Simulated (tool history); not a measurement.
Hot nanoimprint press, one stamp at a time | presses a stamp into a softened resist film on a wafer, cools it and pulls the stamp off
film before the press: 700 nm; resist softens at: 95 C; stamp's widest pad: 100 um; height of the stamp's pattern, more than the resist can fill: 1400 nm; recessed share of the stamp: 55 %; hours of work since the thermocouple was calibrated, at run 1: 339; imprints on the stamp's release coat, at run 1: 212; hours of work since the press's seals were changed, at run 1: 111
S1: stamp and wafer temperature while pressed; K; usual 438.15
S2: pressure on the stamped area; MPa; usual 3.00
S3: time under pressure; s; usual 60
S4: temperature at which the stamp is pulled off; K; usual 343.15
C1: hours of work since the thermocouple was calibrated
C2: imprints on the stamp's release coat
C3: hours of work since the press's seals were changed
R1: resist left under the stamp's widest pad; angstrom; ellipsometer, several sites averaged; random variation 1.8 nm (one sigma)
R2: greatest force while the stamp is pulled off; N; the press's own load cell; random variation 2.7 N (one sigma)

run     day      S1    S2  S3      S4   C1   C2   C3    R1   R2
  1   0.000  438.15  3.00  60  343.15  339  212  111  2879  124
  2   1.712  438.15  3.00  60  343.15  361  359  134  2856  121
  3   3.046  438.15  2.09  60  343.15  379  475  152  3420  127
  4   4.029  438.15  2.09  60  343.15  392  560  165  3423  119
      4.808  -- stamp cleaned and given a new release coat
  5   5.167  438.15  3.00  60  343.15  404   32  177  2880  128
  6   6.225  438.15  3.00  60  343.15  418  123  191  2909  126
  7   7.208  435.15  3.00  60  343.15  431  208  204  3223  131
  8   8.338  438.15  3.00  84  343.15  446  305  219  2515  122
  9   9.754  438.15  3.00  84  343.15  465  428  238  2536  126
     10.233  -- plate thermocouple calibrated
 10  10.921  434.15  3.57  32  345.15    9  518  252  3890  126
     12.108  -- stamp cleaned and given a new release coat
 11  12.925  434.15  3.00  60  343.15   33   70  275  3349  124
 12  14.221  434.15  3.00  60  343.15   50  182  293  3325  122
 13  15.183  434.15  3.00  60  343.15   63  266  305  3313  123

5 ways to go on from here, each from the tool as it stands after run 13. What would each give?
  A  16.454  434.15  4.50  60  343.15  80  375  322   ?   ?
  B  16.454  450.15  1.81  48  343.15  80  375  322   ?   ?
  C  16.454  434.15  1.96  70  336.15  80  375  322   ?   ?
  D  16.454  434.15  3.00  60  346.15  80  375  322   ?   ?
  E  16.454  437.15  3.00  60  343.15  80  375  322   ?   ?

run    R1   R2
  A  2817  124
  B  2611  126
  C  3780  144
  D  3329  112
  E  2995  128
Without the tool's hidden state the same runs would have given:
run    R1   R2
  A  2812  122
  B  2609  125
  C  3777  143
  D  3325  111
  E  2991  126
